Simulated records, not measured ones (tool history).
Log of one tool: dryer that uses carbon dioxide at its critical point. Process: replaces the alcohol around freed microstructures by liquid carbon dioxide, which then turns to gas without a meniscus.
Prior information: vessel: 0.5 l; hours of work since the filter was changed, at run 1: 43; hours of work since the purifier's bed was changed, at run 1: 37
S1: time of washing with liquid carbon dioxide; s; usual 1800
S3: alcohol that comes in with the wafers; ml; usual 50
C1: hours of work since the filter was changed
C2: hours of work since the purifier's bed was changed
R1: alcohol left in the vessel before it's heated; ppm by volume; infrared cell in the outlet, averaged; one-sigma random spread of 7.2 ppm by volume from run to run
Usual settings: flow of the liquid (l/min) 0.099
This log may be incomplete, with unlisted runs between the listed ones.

run 1 day=0 | S1=1800 flow_of_the_liquid_(l/min)=0.099 S3=50 | C1=43 C2=37 | R1=402
run 2 day=0.254 | S1=1800 flow_of_the_liquid_(l/min)=0.1065 S3=50 | C1=46 C2=39 | R1=278
run 3 day=0.792 | S1=1800 flow_of_the_liquid_(l/min)=0.1065 S3=50 | C1=51 C2=44 | R1=263
run 4 day=1.375 | S1=1800 flow_of_the_liquid_(l/min)=0.1065 S3=50 | C1=56 C2=50 | R1=289
run 5 day=1.896 | S1=1800 flow_of_the_liquid_(l/min)=0.0914 S3=50 | C1=61 C2=54 | R1=659
run 6 day=2.454 | S1=1800 flow_of_the_liquid_(l/min)=0.0914 S3=50 | C1=66 C2=60 | R1=691
run 7 day=2.825 | S1=1800 flow_of_the_liquid_(l/min)=0.1112 S3=50 | C1=69 C2=63 | R1=231
run 8 day=3.117 | S1=1800 flow_of_the_liquid_(l/min)=0.1112 S3=50 | C1=72 C2=66 | R1=232
run 9 day=3.408 | S1=2400 flow_of_the_liquid_(l/min)=0.099 S3=50 | C1=75 C2=68 | R1=105
run 10 day=3.929 | S1=1800 flow_of_the_liquid_(l/min)=0.1279 S3=50 | C1=80 C2=73 | R1=118
run 11 day=4.196 | S1=1800 flow_of_the_liquid_(l/min)=0.1279 S3=50 | C1=82 C2=76 | R1=119
run 12 day=4.55 | S1=1800 flow_of_the_liquid_(l/min)=0.1279 S3=50 | C1=85 C2=79 | R1=122
run 13 day=4.85 | S1=2760 flow_of_the_liquid_(l/min)=0.0945 S3=50 | C1=88 C2=82 | R1=75
run 14 day=5.096 | S1=1680 flow_of_the_liquid_(l/min)=0.0608 S3=58 | C1=90 C2=84 | R1=5861
run 15 day=5.417 | S1=1680 flow_of_the_liquid_(l/min)=0.148 S3=24 | C1=93 C2=87 | R1=59
run 16 day=5.942 | S1=1680 flow_of_the_liquid_(l/min)=0.148 S3=24 | C1=98 C2=92 | R1=64
run 17 day=6.329 | S1=1080 flow_of_the_liquid_(l/min)=0.1312 S3=27 | C1=102 C2=95 | R1=751
run 18 day=6.575 | S1=1080 flow_of_the_liquid_(l/min)=0.1312 S3=27 | C1=104 C2=98 | R1=740
run 19 day=6.946 | S1=2640 flow_of_the_liquid_(l/min)=0.164 S3=50 | C1=107 C2=101 | R1=52
run 20 day=7.388 | S1=2640 flow_of_the_liquid_(l/min)=0.164 S3=50 | C1=112 C2=105 | R1=39
run 21 day=7.754 | S1=1800 flow_of_the_liquid_(l/min)=0.0837 S3=50 | C1=115 C2=108 | R1=1215
run 22 day=8 | S1=1800 flow_of_the_liquid_(l/min)=0.0837 S3=50 | C1=117 C2=111 | R1=1215
run 23 day=8.425 | S1=1800 flow_of_the_liquid_(l/min)=0.0837 S3=50 | C1=121 C2=115 | R1=1260
run 24 day=8.888 | S1=1800 flow_of_the_liquid_(l/min)=0.0837 S3=50 | C1=125 C2=119 | R1=1277

Each row is a separate what-if for the run after 24, all from the same tool condition, not one after another. Results?
run A day=9.383 | S1=1800 flow_of_the_liquid_(l/min)=0.1414 S3=50 | C1=130 C2=123 | R1=?
run B day=9.383 | S1=1260 flow_of_the_liquid_(l/min)=0.1621 S3=35 | C1=130 C2=123 | R1=?
run C day=9.383 | S1=2700 flow_of_the_liquid_(l/min)=0.0688 S3=113 | C1=130 C2=123 | R1=?

run=A R1=102
run=B R1=199
run=C R1=1114
The same runs, with their run-to-run variation unchanged, on a tool lacking any hidden condition would have given:
run=A R1=31
run=B R1=91
run=C R1=685

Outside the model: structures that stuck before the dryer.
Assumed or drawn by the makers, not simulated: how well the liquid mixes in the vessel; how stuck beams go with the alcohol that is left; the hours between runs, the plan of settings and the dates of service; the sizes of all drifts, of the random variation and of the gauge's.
